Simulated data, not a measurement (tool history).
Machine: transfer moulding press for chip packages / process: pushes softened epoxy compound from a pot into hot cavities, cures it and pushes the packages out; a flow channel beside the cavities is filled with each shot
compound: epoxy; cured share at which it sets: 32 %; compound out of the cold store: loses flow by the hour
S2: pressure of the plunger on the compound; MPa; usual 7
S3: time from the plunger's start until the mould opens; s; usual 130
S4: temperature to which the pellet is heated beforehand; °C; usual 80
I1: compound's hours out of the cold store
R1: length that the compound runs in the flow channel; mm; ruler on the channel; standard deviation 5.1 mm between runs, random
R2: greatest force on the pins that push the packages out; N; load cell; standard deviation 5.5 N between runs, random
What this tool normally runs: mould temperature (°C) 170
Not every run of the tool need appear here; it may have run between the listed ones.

run 1 hour=0 | mould_temperature_(°C)=170 S2=7 S3=130 S4=80 | I1=45.6 | R1=815 R2=190
run 2 hour=4.4 | mould_temperature_(°C)=170 S2=7 S3=130 S4=80 | I1=30 | R1=852 R2=205
run 3 hour=13.2 | mould_temperature_(°C)=170 S2=5.97 S3=130 S4=80 | I1=41 | R1=761 R2=222
run 4 hour=17.1 | mould_temperature_(°C)=170 S2=7.06 S3=130 S4=80 | I1=41.7 | R1=817 R2=236
run 5 hour=21.7 | mould_temperature_(°C)=170 S2=7.06 S3=130 S4=80 | I1=38.3 | R1=839 R2=232
run 6 hour=26.6 | mould_temperature_(°C)=170 S2=7.06 S3=130 S4=80 | I1=14.1 | R1=895 R2=264
run 7 hour=36.1 | mould_temperature_(°C)=170 S2=7.06 S3=130 S4=80 | I1=44.7 | R1=819 R2=273
run 8 hour=43.8 | mould_temperature_(°C)=170 S2=7.66 S3=130 S4=80 | I1=24 | R1=903 R2=290
run 9 hour=48.1 | mould_temperature_(°C)=170 S2=7.66 S3=130 S4=80 | I1=36.9 | R1=869 R2=304
run 10 hour=53.4 | mould_temperature_(°C)=170 S2=7.66 S3=130 S4=80 | I1=45.3 | R1=843 R2=307
run 11 hour=58.6 | mould_temperature_(°C)=170 S2=7.58 S3=130 S4=80 | I1=13.5 | R1=931 R2=310
run 12 hour=67.8 | mould_temperature_(°C)=170 S2=7.58 S3=130 S4=80 | I1=13 | R1=919 R2=332
run 13 hour=77.8 | mould_temperature_(°C)=170 S2=7.58 S3=130 S4=80 | I1=44.4 | R1=838 R2=397
run 14 hour=82.8 | mould_temperature_(°C)=170 S2=7 S3=130 S4=73 | I1=28.3 | R1=851 R2=396
run 15 hour=89.4 | mould_temperature_(°C)=170 S2=7 S3=142 S4=80 | I1=47.2 | R1=809 R2=394
run 16 hour=95.6 | mould_temperature_(°C)=170 S2=7.91 S3=137 S4=78 | I1=9.2 | R1=951 R2=406
run 17 hour=101.8 | mould_temperature_(°C)=173 S2=8.51 S3=146 S4=73 | I1=19.4 | R1=938 R2=377
run 18 hour=107.1 | mould_temperature_(°C)=173 S2=8.51 S3=146 S4=73 | I1=39.6 | R1=888 R2=393
run 19 hour=111.3 | mould_temperature_(°C)=175 S2=7 S3=130 S4=85 | I1=20.6 | R1=831 R2=402
run 20 hour=121.6 | mould_temperature_(°C)=175 S2=7 S3=130 S4=85 | I1=31.1 | R1=806 R2=174
run 21 hour=128.7 | mould_temperature_(°C)=175 S2=7 S3=115 S4=73 | I1=47.5 | R1=764 R2=201
run 22 hour=132.7 | mould_temperature_(°C)=175 S2=7 S3=115 S4=73 | I1=28.9 | R1=808 R2=221
run 23 hour=137.7 | mould_temperature_(°C)=164 S2=6.89 S3=150 S4=81 | I1=13.4 | R1=902 R2=281
run 24 hour=147.4 | mould_temperature_(°C)=164 S2=6.89 S3=150 S4=81 | I1=9.2 | R1=916 R2=293
run 25 hour=153.1 | mould_temperature_(°C)=173 S2=7.49 S3=116 S4=75 | I1=38.3 | R1=826 R2=274
run 26 hour=161.5 | mould_temperature_(°C)=178 S2=5.43 S3=158 S4=80 | I1=18.3 | R1=720 R2=260
run 27 hour=169.4 | mould_temperature_(°C)=171 S2=7.35 S3=157 S4=80 | I1=35.9 | R1=829 R2=282
run 28 hour=176.7 | mould_temperature_(°C)=166 S2=7.35 S3=162 S4=74 | I1=12.9 | R1=925 R2=306
run 29 hour=181.7 | mould_temperature_(°C)=170 S2=8.22 S3=130 S4=80 | I1=40.8 | R1=874 R2=317

The log once held 2 entries between its listed runs, left out of this copy. Where does each go, and what is different about the tool's unlogged condition between the listed run before it and the listed run after it?
After run 12, before run 13: cavities cleaned with cleaning compound and waxed (hour 71.9)
  true mould temperature over the reading, C: -0.35 -> -0.36; pressure that reaches the compound, % of what is set: 96.64 -> 96.4; grip of the stained cavities, % over clean ones': 72.3 -> 110.3
  measured less the result without the state, R1: -14 -> -14 mm; R2: +143 -> +207 N
After run 19, before run 20: cavities cleaned with cleaning compound and waxed, once more (hour 120)
  true mould temperature over the reading, C: -0.4 -> -0.41; pressure that reaches the compound, % of what is set: 95.36 -> 95.09; grip of the stained cavities, % over clean ones': 118.8 -> 3.3
  measured less the result without the state, R1: -18 -> -19 mm; R2: +219 -> +6 N
